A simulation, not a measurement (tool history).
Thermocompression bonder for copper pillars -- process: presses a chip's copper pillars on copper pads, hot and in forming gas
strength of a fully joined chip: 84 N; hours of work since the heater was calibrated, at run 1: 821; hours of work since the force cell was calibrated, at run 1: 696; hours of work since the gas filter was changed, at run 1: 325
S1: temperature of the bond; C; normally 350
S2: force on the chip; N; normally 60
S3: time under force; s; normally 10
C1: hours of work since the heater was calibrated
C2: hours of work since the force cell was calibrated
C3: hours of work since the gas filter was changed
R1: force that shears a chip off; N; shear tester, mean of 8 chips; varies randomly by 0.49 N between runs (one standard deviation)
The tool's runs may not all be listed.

run,hour,S1,S2,S3,C1,C2,C3,R1
1,0.0,350,60,10,821,696,325,34.9
2,38.4,358,60,10,843,718,347,37.9
# hour 54.5: forming gas filter changed
3,69.8,350,60,10,860,736,9,36.0
4,107.0,350,60,10,881,757,30,35.3
5,145.9,350,60,10,904,779,52,36.1
6,179.1,350,79,10,922,798,71,41.9
7,213.5,350,60,9,942,818,90,35.0
8,252.1,350,60,9,964,839,112,34.0
9,323.3,350,60,9,1004,880,153,34.3
10,371.0,350,60,9,1032,907,180,33.5
11,421.0,350,60,9,1060,935,208,34.4
12,489.0,350,39,9,1099,974,247,26.5
13,549.0,350,39,9,1133,1008,281,25.3
14,584.0,350,39,9,1153,1028,301,26.1
15,648.7,350,39,9,1189,1065,338,25.3
# hour 685.2: forming gas filter changed
16,714.1,350,83,16,1226,1102,16,49.9
17,780.8,327,60,10,1264,1140,54,30.1
18,814.5,327,60,10,1283,1159,73,29.7
19,882.6,333,58,7,1322,1198,112,26.9
20,912.6,338,75,10,1339,1215,129,37.6
21,965.1,351,67,10,1369,1244,159,38.7
22,1002.2,337,80,7,1390,1265,180,34.1
23,1039.2,337,80,7,1411,1287,201,33.7
# hour 1063.8: heater calibrated with a thermocouple chip
24,1107.1,332,47,10,25,1324,239,26.6
25,1177.3,332,47,10,65,1364,278,25.5
26,1238.2,332,47,10,99,1398,313,26.4
27,1290.0,340,37,10,129,1428,343,24.2
# hour 1316.3: forming gas filter changed
28,1339.5,373,65,17,156,1456,13,51.9

4 options for the next run, each taken on its own from the tool as it stands now. Forecast them:
A,1386.9,374,50,10,183,1483,40,?
B,1386.9,325,47,28,183,1483,40,?
C,1386.9,371,65,17,183,1483,40,?
D,1386.9,348,40,15,183,1483,40,?

run,R1
A,37.1
B,35.9
C,51.7
D,31.8
Without the tool's unlogged condition, the same runs would have read:
run,R1
A,37.2
B,36.0
C,51.9
D,31.9
